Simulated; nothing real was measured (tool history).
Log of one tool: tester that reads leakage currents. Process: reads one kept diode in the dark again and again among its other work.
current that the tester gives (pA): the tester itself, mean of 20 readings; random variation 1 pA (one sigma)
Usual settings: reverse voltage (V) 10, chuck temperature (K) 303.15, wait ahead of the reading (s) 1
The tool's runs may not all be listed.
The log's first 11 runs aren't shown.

run	hour	reverse voltage (V)	chuck temperature (K)	wait ahead of the reading (s)	hours of work since the probe card was cleaned	hours of work since the tester was calibrated	hours of work since the chuck was calibrated	current that the tester gives (pA)
12	1797.7	1.4	303.15	1	401	813	118	142.03
13	1895.7	1.4	303.15	1	479	891	195	141.99
14	2015.6	10	323.15	1	575	986	291	1828.75
15	2151.6	10	323.15	1	683	1094	399	1828.65
16	2318.2	10	303.15	1	815	1226	531	329.46
17	2531.4	10	303.15	1	984	1396	700	324.37
18	2663.1	17.7	307.15	0.48	1089	1500	805	598.44
19	2812.3	4.1	313.15	1.17	1207	1619	923	507.16
# hour 2842.1: probe card cleaned and baked
20	2937.7	4.1	313.15	1.17	76	1716	1021	498.23
21	3065.3	4.1	313.15	1.17	177	1817	1122	493.01
22	3255	4.1	313.15	1.17	328	1968	1273	483.78
23	3394	2.7	318.15	1.17	438	2078	1383	606.4
24	3521.6	2.7	318.15	1.17	540	2180	1485	601.69
25	3650.3	2.7	316.15	2.47	642	2282	1587	502.32
26	3771.2	10	324.15	1.17	738	2378	1683	1712.98
# hour 3882.2: chuck's temperature calibrated
27	3929.4	10	324.15	1.17	862	2502	37	2014.88
28	4108.2	10	324.15	1.17	1004	2644	180	1980.1
29	4210.2	10	324.15	1.17	1085	2725	260	1958.93
# hour 4389.7: probe card cleaned and baked
30	4412.8	10	324.15	1.17	18	2884	419	1932.51
31	4547.4	5.7	308.15	1.54	125	2991	526	386.54
32	4743	5.7	315.15	4.52	281	3146	681	695.69
33	4914.8	5.7	315.15	4.52	417	3282	818	683.12

Forecast each of these 4 alternatives for the next run:
A	5109.3	18.6	315.15	4.52	572	3437	972	?
B	5109.3	1.7	318.15	0.64	572	3437	972	?
C	5109.3	19.7	309.15	0.58	572	3437	972	?
D	5109.3	1.7	330.15	1	572	3437	972	?

run	current that the tester gives (pA)
A	1139.51
B	505.96
C	704.02
D	1330.46
Without the tool's hidden state the same runs would have given:
run	current that the tester gives (pA)
A	1290.91
B	574.51
C	797.22
D	1498.82
